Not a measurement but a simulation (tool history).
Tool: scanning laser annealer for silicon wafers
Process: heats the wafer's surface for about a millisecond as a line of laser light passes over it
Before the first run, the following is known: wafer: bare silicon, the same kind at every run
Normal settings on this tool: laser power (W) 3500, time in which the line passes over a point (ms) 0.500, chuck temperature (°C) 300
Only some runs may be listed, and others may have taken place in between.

run,hour,laser power (W),time in which the line passes over a point (ms),chuck temperature (°C),highest temperature of the surface (°C)
1,0.0,3500,0.500,300,1059
2,32.8,3500,0.500,290,1049
3,64.3,3500,0.500,290,1045
4,89.4,3500,0.500,300,1055
5,124.1,3500,0.500,300,1051
6,153.1,3500,0.500,300,1052
7,178.5,3500,0.500,300,1050
8,199.6,3500,0.500,300,1047
9,220.2,3500,0.410,300,986
10,248.4,3554,0.500,300,1059
11,283.5,3554,0.500,300,1053
12,312.0,3500,0.500,300,1039
13,327.0,3500,0.500,300,1036
14,343.7,3271,0.365,300,890
15,360.7,3823,0.544,300,1154
16,381.8,3500,0.430,300,987
17,400.1,3380,0.501,268,967
18,425.3,3380,0.501,268,968
19,452.7,3513,0.501,290,1024
20,480.8,3278,0.373,279,866
21,508.4,3494,0.427,302,980
22,529.5,3494,0.427,302,979
23,550.4,3524,0.559,294,1057

Alternative continuations, all from the tool just after run 23; predict every row:
A,581.2,3806,0.385,328,?
B,581.2,3044,0.449,274,?
C,581.2,3830,0.608,294,?

run,highest temperature of the surface (°C)
A,1046
B,853
C,1173
What these runs would have given with no unlogged condition in the tool:
run,highest temperature of the surface (°C)
A,1102
B,898
C,1242
